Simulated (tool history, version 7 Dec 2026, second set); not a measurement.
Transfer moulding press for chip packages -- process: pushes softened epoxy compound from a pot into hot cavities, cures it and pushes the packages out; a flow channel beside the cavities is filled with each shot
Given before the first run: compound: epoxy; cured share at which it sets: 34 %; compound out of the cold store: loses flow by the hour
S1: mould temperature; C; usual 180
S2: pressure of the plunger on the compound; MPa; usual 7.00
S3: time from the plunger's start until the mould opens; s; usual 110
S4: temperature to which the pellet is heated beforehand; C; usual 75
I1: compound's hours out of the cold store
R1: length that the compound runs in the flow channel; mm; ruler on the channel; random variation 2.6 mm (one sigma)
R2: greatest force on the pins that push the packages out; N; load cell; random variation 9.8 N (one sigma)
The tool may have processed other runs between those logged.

run   hour   S1    S2   S3  S4    I1   R1    R2
  1    0.0  180  7.00  110  75  22.2  744   684
      10.3  -- cavities cleaned with cleaning compound and waxed
  2   10.3  180  7.00  123  75  32.8  713   414
  3   18.9  180  7.00  123  75  23.4  739   469
  4   31.2  180  7.00  110  75  13.4  770   612
      41.3  -- plunger's sealing rings changed
  5   43.2  180  7.00  110  75  15.8  779   629
  6   56.7  180  7.00  110  75  10.8  786   684
      70.3  -- cavities cleaned with cleaning compound and waxed
  7   71.0  180  7.00  110  75  30.8  729   461
  8   77.4  180  7.00  110  75  40.5  706   506
  9   83.7  180  7.00  110  75  45.9  695   546
 10   90.1  180  7.00  110  67  46.0  687   572
 11   96.9  180  7.00  110  67  24.0  750   609
 12  109.8  180  7.00  110  67  28.1  731   648
 13  118.6  180  7.00  110  67  26.3  742   730
     128.3  -- cavities cleaned with cleaning compound and waxed
 14  132.1  180  7.00  110  75  45.1  693   470
 15  144.5  177  7.86  110  75  32.4  776   630
 16  153.0  177  7.71  113  84  31.3  774   657
 17  159.5  180  8.45  110  69  10.8  855   623
 18  169.6  182  7.00  110  84  23.0  738   623
 19  175.4  182  7.00  110  84  22.4  741   640
 20  181.2  186  7.00  142  75  45.9  670   591
     185.7  -- cavities cleaned with cleaning compound and waxed
 21  191.3  186  7.00  142  75  37.4  687   405
 22  203.8  186  7.00  142  75  25.2  716   491
 23  215.3  186  8.59  142  83  17.2  819   497
 24  225.7  182  8.79   93  84  46.3  757   732
 25  237.4  182  5.51  140  74  10.7  681   596
     243.9  -- cavities cleaned with cleaning compound and waxed
 26  250.9  175  5.51  108  76  23.7  670   664
 27  262.1  180  5.48  110  68  10.7  685   582
 28  274.7  172  6.12   93  82  35.2  687  1324

5 ways to go on from here, each from the tool as it stands after run 28. What would each give?
  A  285.1  173  7.00  114  72  12.8   ?   ?
  B  285.1  180  6.59  122  75  45.9   ?   ?
  C  285.1  175  7.06   93  65  16.2   ?   ?
  D  285.1  180  7.00  110  81  10.5   ?   ?
  E  285.1  180  7.08  114  82  40.7   ?   ?

run   R1    R2
  A  798   967
  B  659   598
  C  781  1305
  D  776   687
  E  696   619
Without the tool's unlogged condition, the same runs would have read:
run   R1   R2
  A  813  657
  B  671  404
  C  796  889
  D  790  465
  E  709  418
